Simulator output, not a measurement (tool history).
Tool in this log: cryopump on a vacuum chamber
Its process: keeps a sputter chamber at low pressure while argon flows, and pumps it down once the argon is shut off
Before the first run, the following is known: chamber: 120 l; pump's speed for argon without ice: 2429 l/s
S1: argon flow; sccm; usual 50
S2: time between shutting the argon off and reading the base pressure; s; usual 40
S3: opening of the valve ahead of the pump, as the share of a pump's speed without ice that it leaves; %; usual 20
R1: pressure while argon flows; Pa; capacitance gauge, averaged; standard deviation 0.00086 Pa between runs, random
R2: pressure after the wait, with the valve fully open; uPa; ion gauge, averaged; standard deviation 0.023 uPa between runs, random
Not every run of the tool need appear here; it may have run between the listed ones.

{"run": 1, "hour": 0.0, "S1": 50, "S2": 40, "S3": 20, "R1": 0.1741, "R2": 1.09}
{"run": 2, "hour": 97.6, "S1": 50, "S2": 40, "S3": 34, "R1": 0.1048, "R2": 1.09}
{"run": 3, "hour": 150.2, "S1": 50, "S2": 40, "S3": 34, "R1": 0.1049, "R2": 1.11}
{"run": 4, "hour": 199.9, "S1": 50, "S2": 40, "S3": 34, "R1": 0.106, "R2": 1.17}
{"run": 5, "hour": 296.9, "S1": 50, "S2": 40, "S3": 34, "R1": 0.1075, "R2": 1.16}
{"run": 6, "hour": 382.7, "S1": 50, "S2": 40, "S3": 34, "R1": 0.1104, "R2": 1.22}
{"run": 7, "hour": 472.5, "S1": 50, "S2": 40, "S3": 31, "R1": 0.1202, "R2": 1.26}
{"hour": 484.8, "done": "pump warmed up, emptied and cooled again"}
{"run": 8, "hour": 578.1, "S1": 50, "S2": 40, "S3": 20, "R1": 0.1758, "R2": 1.15}
{"run": 9, "hour": 646.3, "S1": 50, "S2": 40, "S3": 42, "R1": 0.0857, "R2": 1.25}
{"run": 10, "hour": 705.3, "S1": 50, "S2": 40, "S3": 22, "R1": 0.1622, "R2": 1.22}
{"run": 11, "hour": 758.1, "S1": 50, "S2": 40, "S3": 22, "R1": 0.1621, "R2": 1.2}
{"run": 12, "hour": 823.9, "S1": 50, "S2": 40, "S3": 22, "R1": 0.1638, "R2": 1.32}
{"run": 13, "hour": 900.6, "S1": 50, "S2": 62, "S3": 20, "R1": 0.1802, "R2": 1.09}
{"run": 14, "hour": 986.5, "S1": 38, "S2": 40, "S3": 20, "R1": 0.1381, "R2": 1.34}
{"run": 15, "hour": 1055.8, "S1": 50, "S2": 47, "S3": 20, "R1": 0.1841, "R2": 1.31}
{"hour": 1081.3, "done": "pump warmed up, emptied and cooled again"}
{"run": 16, "hour": 1135.2, "S1": 45, "S2": 40, "S3": 30, "R1": 0.106, "R2": 1.24}
{"run": 17, "hour": 1219.4, "S1": 37, "S2": 40, "S3": 20, "R1": 0.1308, "R2": 1.25}
{"run": 18, "hour": 1276.5, "S1": 30, "S2": 87, "S3": 20, "R1": 0.1067, "R2": 0.94}
{"hour": 1325.6, "done": "leaking fittings of the chamber tightened, without venting"}
{"run": 19, "hour": 1350.0, "S1": 34, "S2": 41, "S3": 54, "R1": 0.0475, "R2": 0.77}

For run 20, what comes out?
{"run": 20, "hour": 1429.1, "S1": 99, "S2": 20, "S3": 26, "R1": "?", "R2": "?"}

Run 20 gave R1 0.2766 Pa, R2 1.48 uPa.
Minus the tool's unlogged condition, the same run would have read R1 0.2637 Pa, R2 1.43 uPa.
